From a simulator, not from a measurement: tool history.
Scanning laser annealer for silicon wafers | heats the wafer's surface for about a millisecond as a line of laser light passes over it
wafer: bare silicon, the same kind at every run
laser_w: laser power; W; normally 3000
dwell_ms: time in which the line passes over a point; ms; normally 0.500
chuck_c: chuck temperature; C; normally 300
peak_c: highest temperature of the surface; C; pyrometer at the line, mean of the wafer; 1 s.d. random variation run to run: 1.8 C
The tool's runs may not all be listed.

| run | hour | laser_w | dwell_ms | chuck_c | peak_c |
|---|---|---|---|---|---|
| 1 | 0.0 | 3000 | 0.500 | 300 | 984 |
| 2 | 8.8 | 3000 | 0.500 | 336 | 1017 |
| 3 | 17.6 | 3000 | 0.500 | 336 | 1021 |
| 4 | 21.9 | 3000 | 0.500 | 300 | 987 |
| 5 | 25.6 | 3240 | 0.500 | 300 | 1054 |
| 6 | 32.9 | 3240 | 0.500 | 300 | 1053 |
| 7 | 40.8 | 3141 | 0.500 | 300 | 1021 |
| 8 | 47.1 | 3000 | 0.396 | 300 | 908 |
| 9 | 55.2 | 3000 | 0.446 | 300 | 943 |
| 10 | 60.7 | 3000 | 0.446 | 300 | 947 |
| 11 | 66.3 | 3000 | 0.446 | 300 | 944 |
| 12 | 74.1 | 2982 | 0.446 | 300 | 941 |
| 13 | 83.2 | 2982 | 0.446 | 300 | 939 |
| 14 | 88.5 | 3000 | 0.500 | 300 | 979 |
| 15 | 93.1 | 3000 | 0.500 | 335 | 1015 |
| 16 | 98.6 | 3000 | 0.500 | 335 | 1013 |
| 17 | 103.3 | 2870 | 0.603 | 316 | 1018 |
| 18 | 110.3 | 2870 | 0.603 | 316 | 1021 |
| 19 | 117.9 | 2828 | 0.500 | 332 | 960 |
| 20 | 123.8 | 3075 | 0.500 | 332 | 1030 |
| 21 | 132.7 | 3092 | 0.500 | 318 | 1019 |
| 22 | 139.7 | 2637 | 0.500 | 300 | 872 |
| 23 | 147.8 | 2810 | 0.363 | 300 | 829 |
| 24 | 154.1 | 2810 | 0.363 | 300 | 828 |
| 25 | 160.6 | 2810 | 0.363 | 300 | 830 |
| 26 | 165.7 | 3096 | 0.507 | 340 | 1049 |
| 27 | 170.2 | 3096 | 0.507 | 340 | 1050 |
| 28 | 174.0 | 3136 | 0.529 | 267 | 1003 |
| 29 | 180.1 | 3052 | 0.450 | 267 | 919 |
| 30 | 187.9 | 3052 | 0.450 | 267 | 918 |
| 31 | 193.3 | 2979 | 0.455 | 266 | 903 |

Branching from run 31: 3 alternative next runs. What would each branch give?
| A | 197.8 | 2979 | 0.595 | 266 | ? |
| B | 197.8 | 2623 | 0.360 | 328 | ? |
| C | 197.8 | 3018 | 0.500 | 300 | ? |

| run | peak_c |
|---|---|
| A | 994 |
| B | 805 |
| C | 978 |
With no hidden state in the tool, these same runs would have given:
| run | peak_c |
|---|---|
| A | 1047 |
| B | 841 |
| C | 1028 |

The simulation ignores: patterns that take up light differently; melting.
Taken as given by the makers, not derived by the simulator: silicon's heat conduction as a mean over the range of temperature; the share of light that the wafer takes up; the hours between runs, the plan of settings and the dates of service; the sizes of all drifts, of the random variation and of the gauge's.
